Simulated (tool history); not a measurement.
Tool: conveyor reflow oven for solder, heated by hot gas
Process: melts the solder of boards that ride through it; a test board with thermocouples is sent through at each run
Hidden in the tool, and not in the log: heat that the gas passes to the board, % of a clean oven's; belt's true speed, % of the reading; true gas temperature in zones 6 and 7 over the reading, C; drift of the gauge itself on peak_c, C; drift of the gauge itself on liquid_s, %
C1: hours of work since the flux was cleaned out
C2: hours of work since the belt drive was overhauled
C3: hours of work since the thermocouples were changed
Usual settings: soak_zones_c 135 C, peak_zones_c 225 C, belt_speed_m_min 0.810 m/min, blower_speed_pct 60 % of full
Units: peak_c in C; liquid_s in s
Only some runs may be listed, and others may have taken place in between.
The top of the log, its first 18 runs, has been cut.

run 19 hour=132.5 | soak_zones_c=140 peak_zones_c=238 belt_speed_m_min=0.687 blower_speed_pct=81 | C1=73 C2=241 C3=74 | peak_c=228.4 liquid_s=52.6
run 20 hour=138.8 | soak_zones_c=140 peak_zones_c=238 belt_speed_m_min=0.687 blower_speed_pct=81 | C1=77 C2=245 C3=78 | peak_c=228.5 liquid_s=52.6
run 21 hour=146.6 | soak_zones_c=140 peak_zones_c=225 belt_speed_m_min=0.792 blower_speed_pct=60 | C1=81 C2=249 C3=83 | peak_c=207.6 liquid_s=33.2
run 22 hour=155.8 | soak_zones_c=123 peak_zones_c=224 belt_speed_m_min=0.718 blower_speed_pct=85 | C1=87 C2=255 C3=88 | peak_c=214.0 liquid_s=39.8
run 23 hour=161.8 | soak_zones_c=129 peak_zones_c=231 belt_speed_m_min=0.693 blower_speed_pct=60 | C1=90 C2=258 C3=92 | peak_c=214.6 liquid_s=41.4
run 24 hour=169.2 | soak_zones_c=123 peak_zones_c=239 belt_speed_m_min=0.810 blower_speed_pct=51 | C1=94 C2=262 C3=96 | peak_c=209.3 liquid_s=29.7
run 25 hour=178.0 | soak_zones_c=133 peak_zones_c=239 belt_speed_m_min=0.810 blower_speed_pct=51 | C1=100 C2=267 C3=101 | peak_c=211.9 liquid_s=33.7
run 26 hour=185.4 | soak_zones_c=132 peak_zones_c=236 belt_speed_m_min=0.864 blower_speed_pct=62 | C1=104 C2=272 C3=105 | peak_c=212.9 liquid_s=32.4
run 27 hour=193.8 | soak_zones_c=135 peak_zones_c=229 belt_speed_m_min=0.659 blower_speed_pct=89 | C1=109 C2=277 C3=110 | peak_c=222.1 liquid_s=51.3
run 28 hour=204.5 | soak_zones_c=131 peak_zones_c=238 belt_speed_m_min=0.801 blower_speed_pct=52 | C1=115 C2=283 C3=116 | peak_c=211.8 liquid_s=33.0
run 29 hour=213.0 | soak_zones_c=135 peak_zones_c=220 belt_speed_m_min=0.810 blower_speed_pct=71 | C1=120 C2=288 C3=121 | peak_c=205.0 liquid_s=30.7
run 30 hour=220.4 | soak_zones_c=135 peak_zones_c=220 belt_speed_m_min=0.810 blower_speed_pct=71 | C1=124 C2=292 C3=126 | peak_c=205.0 liquid_s=31.0

5 ways to go on from here, each from the tool as it stands after run 30. What would each give?
run A hour=228.6 | soak_zones_c=129 peak_zones_c=230 belt_speed_m_min=0.810 blower_speed_pct=60 | C1=129 C2=297 C3=130 | peak_c=? liquid_s=?
run B hour=228.6 | soak_zones_c=125 peak_zones_c=219 belt_speed_m_min=0.810 blower_speed_pct=54 | C1=129 C2=297 C3=130 | peak_c=? liquid_s=?
run C hour=228.6 | soak_zones_c=148 peak_zones_c=220 belt_speed_m_min=0.877 blower_speed_pct=60 | C1=129 C2=297 C3=130 | peak_c=? liquid_s=?
run D hour=228.6 | soak_zones_c=135 peak_zones_c=222 belt_speed_m_min=0.810 blower_speed_pct=60 | C1=129 C2=297 C3=130 | peak_c=? liquid_s=?
run E hour=228.6 | soak_zones_c=146 peak_zones_c=220 belt_speed_m_min=0.774 blower_speed_pct=71 | C1=129 C2=297 C3=130 | peak_c=? liquid_s=?

run=A peak_c=207.7 liquid_s=30.5
run=B peak_c=195.3 liquid_s=18.5
run=C peak_c=201.7 liquid_s=28.0
run=D peak_c=202.8 liquid_s=27.9
run=E peak_c=208.5 liquid_s=37.6
Stripped of hidden state, with their random variation kept, the same runs would have yielded:
run=A peak_c=207.7 liquid_s=30.5
run=B peak_c=195.3 liquid_s=18.5
run=C peak_c=201.7 liquid_s=28.0
run=D peak_c=202.8 liquid_s=27.9
run=E peak_c=208.5 liquid_s=37.6
